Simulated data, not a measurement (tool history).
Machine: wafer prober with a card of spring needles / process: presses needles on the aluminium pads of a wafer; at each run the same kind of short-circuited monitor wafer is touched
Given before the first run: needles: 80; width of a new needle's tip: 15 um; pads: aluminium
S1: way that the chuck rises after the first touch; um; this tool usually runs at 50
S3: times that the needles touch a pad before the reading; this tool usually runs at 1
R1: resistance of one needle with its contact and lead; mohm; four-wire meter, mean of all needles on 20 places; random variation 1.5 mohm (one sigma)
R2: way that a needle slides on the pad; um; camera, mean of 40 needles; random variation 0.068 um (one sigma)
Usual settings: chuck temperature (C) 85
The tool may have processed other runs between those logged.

Run 1, hour 0.0: usual settings. Result: R1 144 mohm, R2 13.70 um.
At hour 18.9: tips cleaned on abrasive film.
At hour 49.1: tips cleaned on abrasive film.
Run 2, hour 75.0: usual settings. Result: R1 143 mohm, R2 13.56 um.
At hour 80.7: tips cleaned on abrasive film.
At hour 112.2: tips cleaned on abrasive film.
Run 3, hour 114.9: usual settings. Result: R1 144 mohm, R2 13.46 um.
At hour 144.3: tips cleaned on abrasive film.
At hour 173.8: tips cleaned on abrasive film.
Run 4, hour 190.3: usual settings. Result: R1 144 mohm, R2 13.52 um.
At hour 203.3: tips cleaned on abrasive film.
At hour 234.6: tips cleaned on abrasive film.
Run 5, hour 238.1: usual settings. Result: R1 140 mohm, R2 13.76 um.
At hour 263.9: tips cleaned on abrasive film.
Run 6, hour 274.8: usual settings but S3 2. Result: R1 143 mohm, R2 13.55 um.
At hour 291.6: tips cleaned on abrasive film.
Run 7, hour 313.2: usual settings but S3 2. Result: R1 143 mohm, R2 13.44 um.
At hour 319.3: tips cleaned on abrasive film.
At hour 351.0: tips cleaned on abrasive film.
At hour 379.8: tips cleaned on abrasive film.
Run 8, hour 389.8: usual settings but S3 2. Result: R1 141 mohm, R2 13.53 um.
At hour 409.8: tips cleaned on abrasive film.
At hour 437.1: tips cleaned on abrasive film.
At hour 466.8: tips cleaned on abrasive film.
At hour 469.9: height of the first contact set anew.
Run 9, hour 469.9: usual settings. Result: R1 142 mohm, R2 13.49 um.
At hour 500.0: tips cleaned on abrasive film.
At hour 528.7: tips cleaned on abrasive film.
Run 10, hour 528.7: usual settings. Result: R1 142 mohm, R2 13.39 um.
At hour 559.0: tips cleaned on abrasive film.
Run 11, hour 573.4: usual settings but chuck temperature (C) 45, S3 3. Result: R1 135 mohm, R2 13.46 um.
At hour 586.6: tips cleaned on abrasive film.
At hour 616.0: tips cleaned on abrasive film.
At hour 646.2: tips cleaned on abrasive film.
Run 12, hour 646.2: usual settings but chuck temperature (C) 71. Result: R1 140 mohm, R2 13.40 um.
At hour 674.9: tips cleaned on abrasive film.
At hour 703.8: tips cleaned on abrasive film.
Run 13, hour 706.8: usual settings but S1 45 um, chuck temperature (C) 27. Result: R1 135 mohm, R2 12.10 um.
At hour 732.2: tips cleaned on abrasive film.
Run 14, hour 747.8: usual settings but S1 39 um, chuck temperature (C) 40. Result: R1 143 mohm, R2 10.47 um.
At hour 759.7: tips cleaned on abrasive film.
Run 15, hour 783.8: usual settings but S1 33 um, chuck temperature (C) 68, S3 2. Result: R1 152 mohm, R2 8.86 um.
At hour 790.2: tips cleaned on abrasive film.
At hour 819.7: tips cleaned on abrasive film.
Run 16, hour 824.6: usual settings but S1 49 um, chuck temperature (C) 55, S3 2. Result: R1 138 mohm, R2 12.99 um.
At hour 851.8: tips cleaned on abrasive film.
Run 17, hour 867.5: usual settings but S3 2. Result: R1 142 mohm, R2 13.25 um.
At hour 879.9: tips cleaned on abrasive film.
At hour 910.2: tips cleaned on abrasive film.
At hour 937.1: tips cleaned on abrasive film.
Run 18, hour 952.1: usual settings but S3 2. Result: R1 145 mohm, R2 13.35 um.
At hour 968.2: tips cleaned on abrasive film.
At hour 999.0: tips cleaned on abrasive film.
Run 19, hour 1011.3: usual settings but S1 58 um, S3 2. Result: R1 140 mohm, R2 15.49 um.
At hour 1030.6: tips cleaned on abrasive film.
At hour 1060.4: tips cleaned on abrasive film.
Run 20, hour 1073.3: usual settings but S1 58 um, chuck temperature (C) 79, S3 2. Result: R1 140 mohm, R2 15.50 um.

Forecast each of these 5 alternatives for the next run:
At hour 1092.4: tips cleaned on abrasive film.
Run A, hour 1115.6: usual settings but chuck temperature (C) 29. Result: R1 ?, R2 ?.
At hour 1092.4: tips cleaned on abrasive film.
Run B, hour 1115.6: usual settings but S1 31 um. Result: R1 ?, R2 ?.
At hour 1092.4: tips cleaned on abrasive film.
Run C, hour 1115.6: usual settings but chuck temperature (C) 27. Result: R1 ?, R2 ?.
At hour 1092.4: tips cleaned on abrasive film.
Run D, hour 1115.6: usual settings but S1 62 um, chuck temperature (C) 70, S3 2. Result: R1 ?, R2 ?.
At hour 1092.4: tips cleaned on abrasive film.
Run E, hour 1115.6: usual settings but S1 49 um, S3 3. Result: R1 ?, R2 ?.

run   R1     R2
  A  132  13.23
  B  159   8.20
  C  132  13.39
  D  136  16.40
  E  145  13.09
The same runs, with their run-to-run variation unchanged, on a tool lacking any hidden condition would have given:
run   R1     R2
  A  132  13.47
  B  158   8.35
  C  131  13.63
  D  136  16.70
  E  145  13.32
